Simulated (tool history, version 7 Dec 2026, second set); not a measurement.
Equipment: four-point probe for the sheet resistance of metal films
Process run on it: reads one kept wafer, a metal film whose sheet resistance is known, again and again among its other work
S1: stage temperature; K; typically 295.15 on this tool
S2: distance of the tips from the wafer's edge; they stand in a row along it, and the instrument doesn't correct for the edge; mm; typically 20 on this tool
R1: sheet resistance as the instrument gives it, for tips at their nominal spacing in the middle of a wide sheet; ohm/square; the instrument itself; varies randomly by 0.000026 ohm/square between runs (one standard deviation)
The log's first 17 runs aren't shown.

run 18 hour=1008.7 | S1=295.15 S2=20 | R1=0.13104
run 19 hour=1089.2 | S1=295.15 S2=20 | R1=0.131091
run 20 hour=1155.9 | S1=295.15 S2=3 | R1=0.134034
run 21 hour=1241.7 | S1=295.15 S2=3 | R1=0.134011
run 22 hour=1282.5 | S1=293.15 S2=33 | R1=0.130856
run 23 hour=1325.4 | S1=295.15 S2=21 | R1=0.130976
run 24 hour=1371.8 | S1=306.15 S2=8 | R1=0.131775
run 25 hour=1463.5 | S1=299.15 S2=13 | R1=0.131138
-- hour=1469.8 stage's thermometer calibrated
run 26 hour=1537.5 | S1=299.15 S2=13 | R1=0.131194
run 27 hour=1586.9 | S1=292.15 S2=18 | R1=0.130869
run 28 hour=1632 | S1=292.15 S2=18 | R1=0.130837
run 29 hour=1688.2 | S1=291.15 S2=49 | R1=0.130662
run 30 hour=1733.1 | S1=291.15 S2=49 | R1=0.130761
run 31 hour=1805 | S1=292.15 S2=12 | R1=0.130985
run 32 hour=1872.2 | S1=292.15 S2=12 | R1=0.130921
run 33 hour=1928.1 | S1=299.15 S2=42 | R1=0.130988
-- hour=1945.4 stage's thermometer calibrated, once more
run 34 hour=2020.3 | S1=298.15 S2=13 | R1=0.130891
run 35 hour=2087.9 | S1=298.15 S2=13 | R1=0.130895
run 36 hour=2148.2 | S1=300.15 S2=21 | R1=0.130825
run 37 hour=2215.6 | S1=300.15 S2=21 | R1=0.130819
run 38 hour=2276.4 | S1=300.15 S2=21 | R1=0.130843
run 39 hour=2326.6 | S1=293.15 S2=13 | R1=0.130666
run 40 hour=2399.3 | S1=302.15 S2=56 | R1=0.13083

Each row is a separate what-if for the run after 40, all from the same tool condition, not one after another. Results?
run A hour=2460.7 | S1=299.15 S2=53 | R1=?
run B hour=2460.7 | S1=301.15 S2=6 | R1=?
run C hour=2460.7 | S1=294.15 S2=11 | R1=?
run D hour=2460.7 | S1=297.15 S2=56 | R1=?

run=A R1=0.130659
run=B R1=0.131586
run=C R1=0.130703
run=D R1=0.130641
Without the tool's unlogged condition, the same runs would have read:
run=A R1=0.131088
run=B R1=0.132019
run=C R1=0.131131
run=D R1=0.13107

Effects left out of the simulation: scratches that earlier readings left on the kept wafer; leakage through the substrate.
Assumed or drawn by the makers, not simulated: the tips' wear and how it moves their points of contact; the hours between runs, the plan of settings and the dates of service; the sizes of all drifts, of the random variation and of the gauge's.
